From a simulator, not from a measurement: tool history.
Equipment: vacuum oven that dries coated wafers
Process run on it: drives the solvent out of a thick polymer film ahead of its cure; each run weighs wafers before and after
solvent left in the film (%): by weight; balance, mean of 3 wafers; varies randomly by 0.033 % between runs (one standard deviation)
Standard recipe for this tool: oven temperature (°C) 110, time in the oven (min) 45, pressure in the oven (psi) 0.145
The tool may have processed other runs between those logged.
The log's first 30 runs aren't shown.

Run 31, hour 994.9: usual settings but oven temperature (°C) 125, time in the oven (min) 25, pressure in the oven (psi) 0.086. Result: solvent left in the film (%) 3.29.
Run 32, hour 1031.2: usual settings but oven temperature (°C) 125, time in the oven (min) 25, pressure in the oven (psi) 0.086. Result: solvent left in the film (%) 3.32.
Run 33, hour 1060.1: usual settings but oven temperature (°C) 125, time in the oven (min) 25, pressure in the oven (psi) 0.086. Result: solvent left in the film (%) 3.32.
Run 34, hour 1101.0: usual settings but oven temperature (°C) 125, time in the oven (min) 54, pressure in the oven (psi) 0.278. Result: solvent left in the film (%) 1.42.
Run 35, hour 1133.4: usual settings but oven temperature (°C) 101, time in the oven (min) 40, pressure in the oven (psi) 0.278. Result: solvent left in the film (%) 8.83.
Run 36, hour 1162.2: usual settings but oven temperature (°C) 112, pressure in the oven (psi) 0.084. Result: solvent left in the film (%) 3.59.
Run 37, hour 1198.5: usual settings but time in the oven (min) 66, pressure in the oven (psi) 0.540. Result: solvent left in the film (%) 4.59.
Run 38, hour 1243.1: usual settings but time in the oven (min) 66, pressure in the oven (psi) 0.540. Result: solvent left in the film (%) 4.72.
Run 39, hour 1284.7: usual settings but time in the oven (min) 43. Result: solvent left in the film (%) 4.74.
Run 40, hour 1329.4: usual settings but time in the oven (min) 30, pressure in the oven (psi) 0.463. Result: solvent left in the film (%) 8.30.
Run 41, hour 1353.2: usual settings but oven temperature (°C) 108, time in the oven (min) 56, pressure in the oven (psi) 0.112. Result: solvent left in the film (%) 3.70.
Run 42, hour 1380.6: usual settings but oven temperature (°C) 108, time in the oven (min) 56, pressure in the oven (psi) 0.112. Result: solvent left in the film (%) 3.72.
Run 43, hour 1421.9: usual settings but oven temperature (°C) 104, time in the oven (min) 24, pressure in the oven (psi) 0.112. Result: solvent left in the film (%) 10.15.
Run 44, hour 1445.7: usual settings but oven temperature (°C) 104, time in the oven (min) 24, pressure in the oven (psi) 0.112. Result: solvent left in the film (%) 10.15.
Run 45, hour 1490.0: usual settings but oven temperature (°C) 104, time in the oven (min) 24, pressure in the oven (psi) 0.112. Result: solvent left in the film (%) 10.14.
Run 46, hour 1512.2: usual settings but oven temperature (°C) 109, time in the oven (min) 31, pressure in the oven (psi) 0.322. Result: solvent left in the film (%) 7.91.
Run 47, hour 1557.2: usual settings but oven temperature (°C) 109, time in the oven (min) 31, pressure in the oven (psi) 0.322. Result: solvent left in the film (%) 7.86.
Run 48, hour 1601.3: usual settings but oven temperature (°C) 115, time in the oven (min) 47, pressure in the oven (psi) 0.534. Result: solvent left in the film (%) 4.67.

3 options for the next run, each taken on its own from the tool as it stands now. Forecast them:
Run A, hour 1625.4: usual settings but oven temperature (°C) 98, time in the oven (min) 47, pressure in the oven (psi) 0.534. Result: solvent left in the film (%) ?.
Run B, hour 1625.4: usual settings but oven temperature (°C) 100, time in the oven (min) 80, pressure in the oven (psi) 0.148. Result: solvent left in the film (%) ?.
Run C, hour 1625.4: usual settings but oven temperature (°C) 115, time in the oven (min) 51, pressure in the oven (psi) 0.357. Result: solvent left in the film (%) ?.

run  solvent left in the film (%)
  A                         10.60
  B                          4.58
  C                          3.51
Without the tool's hidden state the same runs would have given:
run  solvent left in the film (%)
  A                         10.23
  B                          4.21
  C                          3.25

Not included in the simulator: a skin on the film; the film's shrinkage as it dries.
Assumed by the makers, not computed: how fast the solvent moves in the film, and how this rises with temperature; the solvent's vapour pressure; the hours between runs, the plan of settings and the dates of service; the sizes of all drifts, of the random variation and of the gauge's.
